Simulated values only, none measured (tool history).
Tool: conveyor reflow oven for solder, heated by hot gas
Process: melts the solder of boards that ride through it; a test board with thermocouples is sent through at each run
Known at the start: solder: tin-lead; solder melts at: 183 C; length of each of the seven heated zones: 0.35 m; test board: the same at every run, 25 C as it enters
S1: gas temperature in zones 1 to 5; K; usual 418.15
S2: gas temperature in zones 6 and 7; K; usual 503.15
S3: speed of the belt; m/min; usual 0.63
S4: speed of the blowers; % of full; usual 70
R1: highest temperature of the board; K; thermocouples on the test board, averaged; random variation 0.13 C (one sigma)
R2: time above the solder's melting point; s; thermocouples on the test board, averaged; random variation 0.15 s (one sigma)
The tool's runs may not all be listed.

| run | hour | S1 | S2 | S3 | S4 | R1 | R2 |
|---|---|---|---|---|---|---|---|
| 1 | 0 | 418.15 | 503.15 | 0.63 | 70 | 490.55 | 52.6 |
|  | 32.1 | flux residue cleaned out of gas plates and filters |
| 2 | 52.6 | 418.15 | 503.15 | 0.63 | 80 | 492.35 | 54.2 |
| 3 | 88.1 | 418.15 | 503.15 | 0.63 | 70 | 490.75 | 52.9 |
| 4 | 124.3 | 418.15 | 503.15 | 0.63 | 70 | 490.55 | 52.6 |
| 5 | 169.8 | 418.15 | 498.15 | 0.63 | 70 | 486.25 | 49.8 |
| 6 | 212.6 | 418.15 | 498.15 | 0.63 | 70 | 486.25 | 49.9 |
| 7 | 279 | 418.15 | 498.15 | 0.63 | 52 | 481.75 | 45.3 |
| 8 | 341.6 | 418.15 | 503.15 | 0.63 | 70 | 490.85 | 53 |
| 9 | 386.7 | 418.15 | 503.15 | 0.63 | 70 | 490.45 | 52.6 |
| 10 | 435.1 | 418.15 | 503.15 | 0.547 | 70 | 493.85 | 63.9 |
|  | 490.2 | thermocouples of zones 6 and 7 changed |
| 11 | 490.4 | 404.15 | 503.15 | 0.63 | 70 | 488.35 | 47.1 |
|  | 506 | flux residue cleaned out of gas plates and filters |
| 12 | 560.3 | 404.15 | 503.15 | 0.63 | 70 | 488.45 | 47.3 |
| 13 | 620.9 | 404.15 | 503.15 | 0.63 | 70 | 488.55 | 47.2 |
| 14 | 689.8 | 404.15 | 503.15 | 0.63 | 70 | 488.45 | 47.3 |
|  | 758.5 | belt drive overhauled, speed set with a stopwatch |
| 15 | 778.6 | 404.15 | 503.15 | 0.63 | 70 | 488.35 | 47.2 |
| 16 | 843.6 | 404.15 | 503.15 | 0.63 | 70 | 488.45 | 46.8 |
| 17 | 895.2 | 427.15 | 517.15 | 0.63 | 84 | 506.85 | 64.1 |
| 18 | 971.6 | 433.15 | 518.15 | 0.588 | 53 | 504.05 | 69.8 |
|  | 981.8 | flux residue cleaned out of gas plates and filters |
| 19 | 1035.5 | 433.15 | 518.15 | 0.588 | 53 | 504.15 | 70 |
| 20 | 1096.2 | 418.15 | 516.15 | 0.63 | 72 | 502.75 | 59 |
| 21 | 1142.1 | 418.15 | 516.15 | 0.63 | 72 | 502.65 | 58.9 |
| 22 | 1203.9 | 418.15 | 516.15 | 0.679 | 72 | 500.15 | 53.5 |
| 23 | 1268 | 418.15 | 510.15 | 0.554 | 70 | 500.35 | 66.3 |
| 24 | 1312.8 | 406.15 | 513.15 | 0.63 | 81 | 500.15 | 54.7 |
| 25 | 1360.3 | 406.15 | 513.15 | 0.63 | 81 | 499.95 | 54.7 |
| 26 | 1406.6 | 418.15 | 503.15 | 0.67 | 70 | 488.65 | 48.3 |
|  | 1453.1 | flux residue cleaned out of gas plates and filters |
| 27 | 1489 | 418.15 | 503.15 | 0.578 | 70 | 492.75 | 59.5 |
| 28 | 1551.7 | 412.15 | 516.15 | 0.616 | 53 | 496.95 | 55.6 |
| 29 | 1590.9 | 412.15 | 493.15 | 0.616 | 53 | 477.25 | 39.8 |

Forecast each of these 3 alternatives for the next run:
| A | 1640.2 | 416.15 | 493.15 | 0.554 | 53 | ? | ? |
| B | 1640.2 | 407.15 | 493.15 | 0.61 | 58 | ? | ? |
| C | 1640.2 | 426.15 | 493.15 | 0.616 | 74 | ? | ? |

| run | R1 | R2 |
|---|---|---|
| A | 480.65 | 51.2 |
| B | 478.05 | 40.1 |
| C | 484.25 | 53.5 |
Without the tool's hidden state the same runs would have given:
| run | R1 | R2 |
|---|---|---|
| A | 480.65 | 51.1 |
| B | 478.05 | 40 |
| C | 484.25 | 53.5 |

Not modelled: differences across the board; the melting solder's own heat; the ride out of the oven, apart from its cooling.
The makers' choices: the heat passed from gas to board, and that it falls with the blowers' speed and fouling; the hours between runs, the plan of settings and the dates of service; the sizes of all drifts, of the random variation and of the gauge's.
